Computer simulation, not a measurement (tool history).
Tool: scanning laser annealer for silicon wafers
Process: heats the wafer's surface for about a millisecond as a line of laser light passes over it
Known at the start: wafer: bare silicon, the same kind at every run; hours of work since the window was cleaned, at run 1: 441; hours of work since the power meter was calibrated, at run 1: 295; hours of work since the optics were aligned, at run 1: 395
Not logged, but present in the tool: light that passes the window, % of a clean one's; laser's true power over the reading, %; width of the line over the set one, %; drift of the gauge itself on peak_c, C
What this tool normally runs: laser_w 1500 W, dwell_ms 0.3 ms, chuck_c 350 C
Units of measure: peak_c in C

run   hour  laser_w  dwell_ms  chuck_c  hours of work since the window was cleaned  hours of work since the power meter was calibrated  hours of work since the optics were aligned  peak_c
  1      0     1500       0.3      350                                         441                                                 295                                          395    1059
  2   11.3     1500       0.3      350                                         446                                                 301                                          401    1059
  3   23.1     1500       0.3      350                                         452                                                 307                                          407    1057
  4   37.8     1500       0.3      350                                         459                                                 314                                          414    1055
  5   50.9     1500       0.3      350                                         466                                                 320                                          421    1058
  6   69.9     1500       0.3      350                                         475                                                 330                                          430    1057
  7   84.5     1500       0.3      350                                         482                                                 337                                          437    1056
  8   95.9     1500       0.3      350                                         488                                                 343                                          443    1054
  9  108.5     1500       0.3      350                                         494                                                 349                                          449    1052
 10  128.2     1500       0.3      350                                         504                                                 359                                          459    1055
 11  149.1     1500       0.3      350                                         514                                                 369                                          469    1054
 12  168.2     1500       0.3      345                                         524                                                 378                                          478    1047
 13  182.8     1500       0.3      345                                         531                                                 386                                          486    1049
     188.7  -- optics aligned, line set to its width
 14  203.8     1500       0.3      383                                         539                                                 393                                            7    1085
 15  222.5     1500       0.3      383                                         548                                                 403                                           17    1084
 16  232.9     1500       0.3      350                                         553                                                 408                                           22    1054
 17  242.4     1500       0.3      350                                         558                                                 412                                           26    1052
     267.7  -- optics aligned, line set to its width, once more
 18  269.8     1500       0.3      350                                         569                                                 424                                            1    1059
 19  287.2     1500       0.3      350                                         577                                                 432                                           10    1058
 20  303.2     1500       0.3      350                                         585                                                 440                                           17    1054
 21  317.4     1308     0.256      376                                         592                                                 447                                           25     928
 22  334.9     1500     0.224      352                                         601                                                 456                                           33     954
 23  344.7     1500     0.224      352                                         606                                                 460                                           38     952
 24  356.6     1500     0.224      352                                         612                                                 466                                           44     953
 25  372.1     1389       0.3      363                                         619                                                 474                                           51    1006
 26  388.2     1400     0.267      363                                         627                                                 482                                           59     972
 27  410.3     1400     0.288      326                                         638                                                 493                                           70     961
 28    423     1400     0.288      326                                         644                                                 499                                           77     961
 29    434     1491     0.361      368                                         650                                                 505                                           82    1140
 30  446.7     1500       0.3      373                                         656                                                 511                                           88    1073
 31  468.8     1500       0.3      373                                         667                                                 522                                           99    1076
 32    486     1406     0.285      319                                         675                                                 530                                          108     952
 33  495.8     1368     0.358      350                                         680                                                 535                                          113    1045
 34    508     1385     0.304      369                                         686                                                 541                                          119    1014
 35  526.8     1309       0.3      336                                         696                                                 550                                          128     938
 36  549.6     1309       0.3      336                                         707                                                 562                                          139     934
 37  566.6     1309       0.3      336                                         715                                                 570                                          147     934
 38  583.7     1437       0.3      310                                         724                                                 578                                          156     972
 39    603     1500       0.3      311                                         733                                                 588                                          165    1010
 40  615.5     1284     0.316      358                                         739                                                 594                                          172     955

Selected run-to-run steps in peak_c, each split into two signed amounts: the part the tool would show with no hidden state at all (from settings, incoming material and random variation), and the remainder, which goes to the hidden state together with any gauge scatter not common to the measured and the hidden-state-free results:
Run 17 -> 18: optics aligned, line set to its width, once more. peak_c +7 C: hidden state +5, all else +2.
Run 20 -> 21: laser_w 1500 -> 1308, dwell_ms 0.3 -> 0.256, chuck_c 350 -> 376. peak_c -126 C: hidden state +4, all else -130.
Run 28 -> 29: laser_w 1400 -> 1491, dwell_ms 0.288 -> 0.361, chuck_c 326 -> 368. peak_c +179 C: hidden state -6, all else +185.
Run 31 -> 32: laser_w 1500 -> 1406, dwell_ms 0.3 -> 0.285, chuck_c 373 -> 319. peak_c -124 C: hidden state +3, all else -127.
Run 39 -> 40: laser_w 1500 -> 1284, dwell_ms 0.3 -> 0.316, chuck_c 311 -> 358. peak_c -55 C: hidden state +5, all else -60.
